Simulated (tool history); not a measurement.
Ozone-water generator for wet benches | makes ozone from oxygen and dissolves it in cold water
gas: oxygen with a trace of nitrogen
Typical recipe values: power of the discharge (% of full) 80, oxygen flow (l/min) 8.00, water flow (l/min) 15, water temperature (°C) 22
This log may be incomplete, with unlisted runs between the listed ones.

| run | hour | power of the discharge (% of full) | oxygen flow (l/min) | water flow (l/min) | water temperature (°C) | dissolved ozone (ppm) | ozone in the gas ahead of the water (g/m3) |
|---|---|---|---|---|---|---|---|
| 1 | 0.0 | 80 | 8.00 | 15 | 22 | 22.2 | 203.1 |
| 2 | 33.7 | 80 | 8.00 | 15 | 22 | 22.1 | 205.3 |
| 3 | 58.9 | 80 | 8.00 | 15 | 22 | 21.9 | 204.9 |
| 4 | 98.7 | 80 | 8.00 | 13 | 22 | 23.9 | 201.7 |
| 5 | 145.6 | 80 | 8.00 | 13 | 22 | 23.9 | 203.7 |
|  | 157.9 | water thermometer calibrated |
| 6 | 184.3 | 80 | 8.00 | 13 | 22 | 23.8 | 202.9 |
| 7 | 226.6 | 80 | 8.00 | 15 | 22 | 21.9 | 201.7 |
| 8 | 267.0 | 80 | 8.00 | 15 | 21 | 22.5 | 200.7 |
| 9 | 311.6 | 80 | 8.02 | 15 | 22 | 22.0 | 198.6 |
| 10 | 341.6 | 80 | 8.00 | 15 | 17 | 24.2 | 200.4 |
| 11 | 381.1 | 80 | 8.00 | 19 | 17 | 20.8 | 199.5 |
| 12 | 432.9 | 80 | 8.00 | 19 | 17 | 20.9 | 198.7 |
| 13 | 474.9 | 80 | 8.00 | 19 | 17 | 21.0 | 199.3 |
|  | 525.0 | gauge calibrated |
| 14 | 525.0 | 80 | 8.00 | 19 | 17 | 20.5 | 203.1 |
| 15 | 579.1 | 71 | 8.00 | 15 | 22 | 20.5 | 189.3 |
| 16 | 633.6 | 80 | 8.00 | 22 | 28 | 15.2 | 201.1 |
| 17 | 658.9 | 45 | 4.67 | 15 | 27 | 15.1 | 189.6 |
| 18 | 706.5 | 84 | 12.29 | 15 | 22 | 20.3 | 162.3 |
| 19 | 758.5 | 41 | 4.60 | 12 | 28 | 16.3 | 178.1 |
| 20 | 805.1 | 41 | 4.60 | 12 | 27 | 16.5 | 179.1 |
| 21 | 850.1 | 80 | 8.00 | 19 | 22 | 18.9 | 200.3 |
| 22 | 886.4 | 54 | 8.00 | 15 | 22 | 17.3 | 153.7 |
| 23 | 933.8 | 80 | 8.00 | 19 | 16 | 21.8 | 197.8 |
| 24 | 991.0 | 80 | 8.00 | 19 | 16 | 21.1 | 199.8 |
| 25 | 1045.0 | 73 | 5.36 | 16 | 14 | 24.0 | 235.5 |
| 26 | 1098.9 | 73 | 9.40 | 21 | 14 | 18.9 | 171.0 |

Branching from run 26: 5 alternative next runs. What would each branch give?
| A | 1137.2 | 73 | 9.40 | 17 | 28 | ? | ? |
| B | 1137.2 | 80 | 8.00 | 13 | 14 | ? | ? |
| C | 1137.2 | 74 | 7.86 | 15 | 22 | ? | ? |
| D | 1137.2 | 80 | 8.00 | 15 | 15 | ? | ? |
| E | 1137.2 | 56 | 8.00 | 15 | 22 | ? | ? |

| run | dissolved ozone (ppm) | ozone in the gas ahead of the water (g/m3) |
|---|---|---|
| A | 16.2 | 170.1 |
| B | 28.4 | 196.3 |
| C | 20.8 | 188.5 |
| D | 25.3 | 196.5 |
| E | 17.5 | 155.3 |
With no hidden state in the tool, these same runs would have given:
| run | dissolved ozone (ppm) | ozone in the gas ahead of the water (g/m3) |
|---|---|---|
| A | 16.3 | 176.0 |
| B | 28.4 | 203.2 |
| C | 20.9 | 195.0 |
| D | 25.4 | 203.4 |
| E | 17.5 | 160.7 |
